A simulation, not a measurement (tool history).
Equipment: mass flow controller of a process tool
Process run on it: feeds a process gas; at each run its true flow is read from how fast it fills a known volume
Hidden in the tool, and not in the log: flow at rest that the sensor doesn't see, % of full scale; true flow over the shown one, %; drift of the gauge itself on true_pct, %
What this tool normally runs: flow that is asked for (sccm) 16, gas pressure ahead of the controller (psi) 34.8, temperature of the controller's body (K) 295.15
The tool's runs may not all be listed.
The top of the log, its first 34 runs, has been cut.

run,hour,flow that is asked for (sccm),gas pressure ahead of the controller (psi),temperature of the controller's body (K),hours of work since the controller was set to zero,hours of work since the controller was changed,true flow (%)
35,2611.7,18,34.8,305.15,1911,1911,102.37
36,2673.5,2,35.2,305.15,1933,1933,102.21
# hour 2678.2: gauge calibrated
37,2759.3,2,35.2,305.15,1963,1963,99.72
38,2822.7,2,35.2,305.15,1986,1986,99.69
39,2885.5,2,35.2,305.15,2008,2008,99.66
40,2948.2,2,35.2,305.15,2030,2030,99.78
41,2996.1,12,35.7,296.15,2047,2047,100.32
42,3103,12,35.7,298.15,2085,2085,100.48
43,3197.7,7,25.1,310.15,2118,2118,99.56
44,3304.8,7,25.1,310.15,2156,2156,99.8
45,3353.1,10,23.4,306.15,2173,2173,99.9
46,3444.2,10,23.4,306.15,2205,2205,100.01
47,3493.5,16,24.8,295.15,2222,2222,100.72

5 ways to go on from here, each from the tool as it stands after run 47. What would each give?
A,3593.2,16,20.6,296.15,2258,2258,?
B,3593.2,8,34.8,297.15,2258,2258,?
C,3593.2,6,24.8,295.15,2258,2258,?
D,3593.2,2,21.8,308.15,2258,2258,?
E,3593.2,6,27.3,295.15,2258,2258,?

run,true flow (%)
A,100.57
B,100.9
C,100.55
D,99.88
E,100.71
The same runs, with their run-to-run variation unchanged, on a tool lacking any hidden condition would have given:
run,true flow (%)
A,99.68
B,100.01
C,99.66
D,99.01
E,99.82
